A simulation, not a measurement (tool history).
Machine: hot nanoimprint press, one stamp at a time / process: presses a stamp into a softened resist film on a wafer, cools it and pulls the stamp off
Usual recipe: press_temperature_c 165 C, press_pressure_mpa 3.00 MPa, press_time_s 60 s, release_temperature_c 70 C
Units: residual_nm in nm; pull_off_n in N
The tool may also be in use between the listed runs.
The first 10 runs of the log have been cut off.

Run 11, hour 81.7: usual settings. Result: residual_nm 299.7 nm, pull_off_n 167 N.
Run 12, hour 90.6: usual settings but press_time_s 58 s. Result: residual_nm 303.8 nm, pull_off_n 166 N.
Run 13, hour 97.4: usual settings but press_time_s 58 s. Result: residual_nm 302.6 nm, pull_off_n 166 N.
At hour 102.8: plate thermocouple calibrated, once more.
Run 14, hour 107.3: usual settings but press_time_s 58 s. Result: residual_nm 291.7 nm, pull_off_n 164 N.
Run 15, hour 117.1: usual settings but press_time_s 56 s. Result: residual_nm 293.6 nm, pull_off_n 167 N.
Run 16, hour 123.0: usual settings. Result: residual_nm 289.8 nm, pull_off_n 167 N.
Run 17, hour 128.7: usual settings. Result: residual_nm 290.4 nm, pull_off_n 167 N.
Run 18, hour 138.2: usual settings but press_temperature_c 166 C, press_pressure_mpa 2.34 MPa. Result: residual_nm 314.5 nm, pull_off_n 168 N.
Run 19, hour 145.1: usual settings but press_pressure_mpa 2.67 MPa, press_time_s 81 s. Result: residual_nm 282.1 nm, pull_off_n 167 N.
Run 20, hour 149.5: usual settings but press_pressure_mpa 2.67 MPa, press_time_s 81 s. Result: residual_nm 281.7 nm, pull_off_n 172 N.
Run 21, hour 156.9: usual settings but press_temperature_c 168 C, release_temperature_c 69 C. Result: residual_nm 263.1 nm, pull_off_n 173 N.
Run 22, hour 162.2: usual settings but press_time_s 76 s. Result: residual_nm 270.5 nm, pull_off_n 173 N.
Run 23, hour 171.7: usual settings but press_temperature_c 177 C, press_pressure_mpa 4.03 MPa, press_time_s 53 s, release_temperature_c 63 C. Result: residual_nm 171.8 nm, pull_off_n 193 N.
Run 24, hour 180.4: usual settings but press_pressure_mpa 1.96 MPa, press_time_s 104 s, release_temperature_c 65 C. Result: residual_nm 303.8 nm, pull_off_n 191 N.
Run 25, hour 190.5: usual settings but press_pressure_mpa 1.96 MPa, press_time_s 104 s, release_temperature_c 65 C. Result: residual_nm 304.5 nm, pull_off_n 187 N.

Run 26 is up next; what results do you expect?
Run 26, hour 194.9: usual settings but press_temperature_c 169 C, press_pressure_mpa 3.09 MPa, press_time_s 42 s. Result: residual_nm ?, pull_off_n ?.

Run 26 measured residual_nm 279.4 nm, pull_off_n 175 N.
If the tool had no hidden condition, the same run with the same run-to-run variation would have returned residual_nm 273.5 nm, pull_off_n 118 N.

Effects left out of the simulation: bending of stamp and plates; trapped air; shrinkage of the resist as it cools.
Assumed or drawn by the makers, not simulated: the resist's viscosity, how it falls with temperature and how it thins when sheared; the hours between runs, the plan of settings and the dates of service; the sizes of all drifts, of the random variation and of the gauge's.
